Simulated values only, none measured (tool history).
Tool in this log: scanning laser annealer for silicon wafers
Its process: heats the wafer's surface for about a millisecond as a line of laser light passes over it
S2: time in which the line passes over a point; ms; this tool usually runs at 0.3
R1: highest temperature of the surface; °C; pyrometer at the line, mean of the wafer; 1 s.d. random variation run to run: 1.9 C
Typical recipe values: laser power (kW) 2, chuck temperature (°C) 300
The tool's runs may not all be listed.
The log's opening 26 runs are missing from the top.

run 27 day=10.029 | laser_power_(kW)=1.929 S2=0.217 chuck_temperature_(°C)=288 | R1=944
run 28 day=10.396 | laser_power_(kW)=1.929 S2=0.217 chuck_temperature_(°C)=288 | R1=940
run 29 day=10.812 | laser_power_(kW)=1.785 S2=0.288 chuck_temperature_(°C)=300 | R1=989
run 30 day=11.204 | laser_power_(kW)=2 S2=0.3 chuck_temperature_(°C)=284 | R1=1105
run 31 day=11.712 | laser_power_(kW)=1.931 S2=0.279 chuck_temperature_(°C)=339 | R1=1087
run 32 day=12.146 | laser_power_(kW)=1.889 S2=0.279 chuck_temperature_(°C)=304 | R1=1032
run 33 day=12.683 | laser_power_(kW)=2.003 S2=0.253 chuck_temperature_(°C)=300 | R1=1042
run 34 day=12.992 | laser_power_(kW)=1.907 S2=0.3 chuck_temperature_(°C)=300 | R1=1068
run 35 day=13.529 | laser_power_(kW)=2.085 S2=0.366 chuck_temperature_(°C)=272 | R1=1231
run 36 day=14.067 | laser_power_(kW)=1.802 S2=0.211 chuck_temperature_(°C)=300 | R1=883
run 37 day=14.4 | laser_power_(kW)=1.919 S2=0.267 chuck_temperature_(°C)=295 | R1=1019
run 38 day=14.917 | laser_power_(kW)=1.873 S2=0.3 chuck_temperature_(°C)=335 | R1=1083
run 39 day=15.475 | laser_power_(kW)=2.11 S2=0.3 chuck_temperature_(°C)=296 | R1=1167
run 40 day=15.858 | laser_power_(kW)=1.721 S2=0.303 chuck_temperature_(°C)=330 | R1=1000
run 41 day=16.325 | laser_power_(kW)=1.721 S2=0.303 chuck_temperature_(°C)=330 | R1=1002
run 42 day=16.579 | laser_power_(kW)=1.826 S2=0.3 chuck_temperature_(°C)=300 | R1=1018

Consider 3 possible next runs. They are alternatives, not a sequence: every one starts from the tool as it was left by run 42. What does each give?
run A day=17.129 | laser_power_(kW)=2 S2=0.367 chuck_temperature_(°C)=301 | R1=?
run B day=17.129 | laser_power_(kW)=2.143 S2=0.344 chuck_temperature_(°C)=325 | R1=?
run C day=17.129 | laser_power_(kW)=2.048 S2=0.3 chuck_temperature_(°C)=300 | R1=?

run=A R1=1209
run=B R1=1284
run=C R1=1135
Had the tool no hidden state, the same runs would have come out as:
run=A R1=1222
run=B R1=1298
run=C R1=1148
